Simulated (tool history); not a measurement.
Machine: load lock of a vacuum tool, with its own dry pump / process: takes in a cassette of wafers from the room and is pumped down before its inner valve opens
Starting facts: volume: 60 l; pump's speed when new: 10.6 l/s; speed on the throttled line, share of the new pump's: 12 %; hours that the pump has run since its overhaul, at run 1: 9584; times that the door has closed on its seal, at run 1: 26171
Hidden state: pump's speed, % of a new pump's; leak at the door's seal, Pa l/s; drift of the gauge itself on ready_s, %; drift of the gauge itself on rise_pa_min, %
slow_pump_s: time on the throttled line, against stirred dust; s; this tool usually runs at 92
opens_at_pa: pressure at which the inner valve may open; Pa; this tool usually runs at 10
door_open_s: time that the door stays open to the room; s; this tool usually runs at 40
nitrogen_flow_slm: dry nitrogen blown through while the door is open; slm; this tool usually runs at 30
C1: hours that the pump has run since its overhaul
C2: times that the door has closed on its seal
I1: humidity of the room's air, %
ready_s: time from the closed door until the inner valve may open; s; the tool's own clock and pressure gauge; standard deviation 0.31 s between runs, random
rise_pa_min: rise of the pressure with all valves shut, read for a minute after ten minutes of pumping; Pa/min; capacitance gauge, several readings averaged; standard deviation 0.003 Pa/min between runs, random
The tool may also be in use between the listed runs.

{"run": 1, "hour": 0.0, "slow_pump_s": 92, "opens_at_pa": 10, "door_open_s": 40, "nitrogen_flow_slm": 30, "C1": 9584, "C2": 26171, "I1": 46.7, "ready_s": 137, "rise_pa_min": 0.228}
{"run": 2, "hour": 357.1, "slow_pump_s": 92, "opens_at_pa": 10, "door_open_s": 40, "nitrogen_flow_slm": 30, "C1": 9941, "C2": 27282, "I1": 45.8, "ready_s": 137, "rise_pa_min": 0.247}
{"run": 3, "hour": 559.6, "slow_pump_s": 92, "opens_at_pa": 10, "door_open_s": 40, "nitrogen_flow_slm": 30, "C1": 10144, "C2": 27912, "I1": 45.1, "ready_s": 137.2, "rise_pa_min": 0.254}
{"run": 4, "hour": 732.3, "slow_pump_s": 92, "opens_at_pa": 10, "door_open_s": 40, "nitrogen_flow_slm": 30, "C1": 10316, "C2": 28449, "I1": 45.5, "ready_s": 137, "rise_pa_min": 0.258}
{"run": 5, "hour": 1064.3, "slow_pump_s": 92, "opens_at_pa": 10, "door_open_s": 40, "nitrogen_flow_slm": 30, "C1": 10648, "C2": 29483, "I1": 44.3, "ready_s": 137.1, "rise_pa_min": 0.268}
{"run": 6, "hour": 1291.5, "slow_pump_s": 92, "opens_at_pa": 10, "door_open_s": 40, "nitrogen_flow_slm": 30, "C1": 10875, "C2": 30189, "I1": 42.8, "ready_s": 138, "rise_pa_min": 0.286}
{"run": 7, "hour": 1591.9, "slow_pump_s": 92, "opens_at_pa": 10, "door_open_s": 48, "nitrogen_flow_slm": 30, "C1": 11176, "C2": 31124, "I1": 43.3, "ready_s": 137.5, "rise_pa_min": 0.297}
{"run": 8, "hour": 1930.7, "slow_pump_s": 92, "opens_at_pa": 10, "door_open_s": 48, "nitrogen_flow_slm": 30, "C1": 11515, "C2": 32178, "I1": 46, "ready_s": 137.9, "rise_pa_min": 0.308}
{"run": 9, "hour": 2177.9, "slow_pump_s": 92, "opens_at_pa": 10, "door_open_s": 48, "nitrogen_flow_slm": 30, "C1": 11762, "C2": 32948, "I1": 47.9, "ready_s": 137.7, "rise_pa_min": 0.316}
{"run": 10, "hour": 2400.6, "slow_pump_s": 92, "opens_at_pa": 10, "door_open_s": 48, "nitrogen_flow_slm": 30, "C1": 11985, "C2": 33641, "I1": 44.9, "ready_s": 138.6, "rise_pa_min": 0.331}
{"run": 11, "hour": 2680.8, "slow_pump_s": 92, "opens_at_pa": 10, "door_open_s": 48, "nitrogen_flow_slm": 30, "C1": 12265, "C2": 34513, "I1": 45.2, "ready_s": 137.7, "rise_pa_min": 0.348}
{"run": 12, "hour": 2990.4, "slow_pump_s": 92, "opens_at_pa": 10, "door_open_s": 40, "nitrogen_flow_slm": 30, "C1": 12574, "C2": 35476, "I1": 46, "ready_s": 138.2, "rise_pa_min": 0.358}
{"run": 13, "hour": 3347.4, "slow_pump_s": 92, "opens_at_pa": 10, "door_open_s": 40, "nitrogen_flow_slm": 30, "C1": 12931, "C2": 36587, "I1": 46.8, "ready_s": 138.7, "rise_pa_min": 0.381}
{"run": 14, "hour": 3642.7, "slow_pump_s": 92, "opens_at_pa": 10, "door_open_s": 40, "nitrogen_flow_slm": 30, "C1": 13227, "C2": 37506, "I1": 45.8, "ready_s": 138.5, "rise_pa_min": 0.384}
{"run": 15, "hour": 3814.2, "slow_pump_s": 92, "opens_at_pa": 10, "door_open_s": 40, "nitrogen_flow_slm": 30, "C1": 13398, "C2": 38040, "I1": 41.9, "ready_s": 138.6, "rise_pa_min": 0.397}
{"run": 16, "hour": 4092.3, "slow_pump_s": 92, "opens_at_pa": 10, "door_open_s": 40, "nitrogen_flow_slm": 30, "C1": 13676, "C2": 38905, "I1": 45.5, "ready_s": 138.6, "rise_pa_min": 0.403}
{"run": 17, "hour": 4353.7, "slow_pump_s": 92, "opens_at_pa": 10, "door_open_s": 40, "nitrogen_flow_slm": 30, "C1": 13938, "C2": 39718, "I1": 44.7, "ready_s": 138, "rise_pa_min": 0.422}
{"run": 18, "hour": 4682.7, "slow_pump_s": 81, "opens_at_pa": 10, "door_open_s": 40, "nitrogen_flow_slm": 30, "C1": 14267, "C2": 40742, "I1": 47.5, "ready_s": 129.2, "rise_pa_min": 0.441}
{"run": 19, "hour": 4918.2, "slow_pump_s": 81, "opens_at_pa": 10, "door_open_s": 40, "nitrogen_flow_slm": 30, "C1": 14502, "C2": 41475, "I1": 45.4, "ready_s": 129.2, "rise_pa_min": 0.456}
{"run": 20, "hour": 5183.8, "slow_pump_s": 81, "opens_at_pa": 10, "door_open_s": 40, "nitrogen_flow_slm": 30, "C1": 14768, "C2": 42301, "I1": 41.9, "ready_s": 129.3, "rise_pa_min": 0.463}
{"run": 21, "hour": 5534.0, "slow_pump_s": 92, "opens_at_pa": 10, "door_open_s": 81, "nitrogen_flow_slm": 30, "C1": 15118, "C2": 43391, "I1": 43.4, "ready_s": 139, "rise_pa_min": 0.486}
{"run": 22, "hour": 5801.1, "slow_pump_s": 92, "opens_at_pa": 10, "door_open_s": 30, "nitrogen_flow_slm": 5, "C1": 15385, "C2": 44222, "I1": 47.4, "ready_s": 139.2, "rise_pa_min": 0.504}
{"run": 23, "hour": 5970.4, "slow_pump_s": 92, "opens_at_pa": 10, "door_open_s": 30, "nitrogen_flow_slm": 5, "C1": 15554, "C2": 44749, "I1": 47, "ready_s": 139.1, "rise_pa_min": 0.526}
{"run": 24, "hour": 6217.2, "slow_pump_s": 92, "opens_at_pa": 10, "door_open_s": 30, "nitrogen_flow_slm": 5, "C1": 15801, "C2": 45517, "I1": 48.8, "ready_s": 138.5, "rise_pa_min": 0.541}
{"hour": 6415.1, "done": "door's seal changed, seat wiped"}
{"run": 25, "hour": 6505.8, "slow_pump_s": 92, "opens_at_pa": 10, "door_open_s": 30, "nitrogen_flow_slm": 5, "C1": 16088, "C2": 283, "I1": 49.3, "ready_s": 139.3, "rise_pa_min": 0.023}
{"run": 26, "hour": 6752.2, "slow_pump_s": 92, "opens_at_pa": 10, "door_open_s": 30, "nitrogen_flow_slm": 5, "C1": 16335, "C2": 1049, "I1": 47.3, "ready_s": 139.2, "rise_pa_min": 0.023}
{"hour": 6848.9, "done": "dry pump taken out, an overhauled one fitted"}
{"run": 27, "hour": 6928.7, "slow_pump_s": 126, "opens_at_pa": 10, "door_open_s": 45, "nitrogen_flow_slm": 30, "C1": 80, "C2": 1580, "I1": 46.1, "ready_s": 163.7, "rise_pa_min": 0.016}
{"run": 28, "hour": 7126.7, "slow_pump_s": 92, "opens_at_pa": 10, "door_open_s": 36, "nitrogen_flow_slm": 12, "C1": 278, "C2": 2196, "I1": 45.3, "ready_s": 133.4, "rise_pa_min": 0.029}
{"run": 29, "hour": 7511.9, "slow_pump_s": 92, "opens_at_pa": 10, "door_open_s": 36, "nitrogen_flow_slm": 12, "C1": 663, "C2": 3394, "I1": 43.3, "ready_s": 133.9, "rise_pa_min": 0.029}
{"run": 30, "hour": 7869.4, "slow_pump_s": 157, "opens_at_pa": 10, "door_open_s": 36, "nitrogen_flow_slm": 7, "C1": 1020, "C2": 4507, "I1": 45.3, "ready_s": 191.7, "rise_pa_min": 0.037}
{"run": 31, "hour": 8134.9, "slow_pump_s": 50, "opens_at_pa": 10, "door_open_s": 113, "nitrogen_flow_slm": 15, "C1": 1286, "C2": 5333, "I1": 45.7, "ready_s": 97.1, "rise_pa_min": 0.059}
{"run": 32, "hour": 8306.3, "slow_pump_s": 50, "opens_at_pa": 10, "door_open_s": 113, "nitrogen_flow_slm": 15, "C1": 1457, "C2": 5867, "I1": 44.5, "ready_s": 97.3, "rise_pa_min": 0.062}
{"run": 33, "hour": 8549.5, "slow_pump_s": 62, "opens_at_pa": 10, "door_open_s": 40, "nitrogen_flow_slm": 23, "C1": 1701, "C2": 6623, "I1": 42.9, "ready_s": 107.7, "rise_pa_min": 0.041}
{"run": 34, "hour": 8734.9, "slow_pump_s": 96, "opens_at_pa": 10, "door_open_s": 40, "nitrogen_flow_slm": 30, "C1": 1886, "C2": 7200, "I1": 46.1, "ready_s": 138.1, "rise_pa_min": 0.051}
{"run": 35, "hour": 9050.4, "slow_pump_s": 70, "opens_at_pa": 10, "door_open_s": 233, "nitrogen_flow_slm": 30, "C1": 2201, "C2": 8182, "I1": 45, "ready_s": 114.9, "rise_pa_min": 0.073}

What will run 36 give?
{"run": 36, "hour": 9388.2, "slow_pump_s": 92, "opens_at_pa": 10, "door_open_s": 64, "nitrogen_flow_slm": 5, "C1": 2539, "C2": 9233, "I1": 42.2, "ready_s": "?", "rise_pa_min": "?"}

Run 36 yielded ready_s 134.6 s, rise_pa_min 0.072 Pa/min.
If the tool had no hidden condition, the same run with the same run-to-run variation would have returned ready_s 134.2 s, rise_pa_min 0.028 Pa/min.

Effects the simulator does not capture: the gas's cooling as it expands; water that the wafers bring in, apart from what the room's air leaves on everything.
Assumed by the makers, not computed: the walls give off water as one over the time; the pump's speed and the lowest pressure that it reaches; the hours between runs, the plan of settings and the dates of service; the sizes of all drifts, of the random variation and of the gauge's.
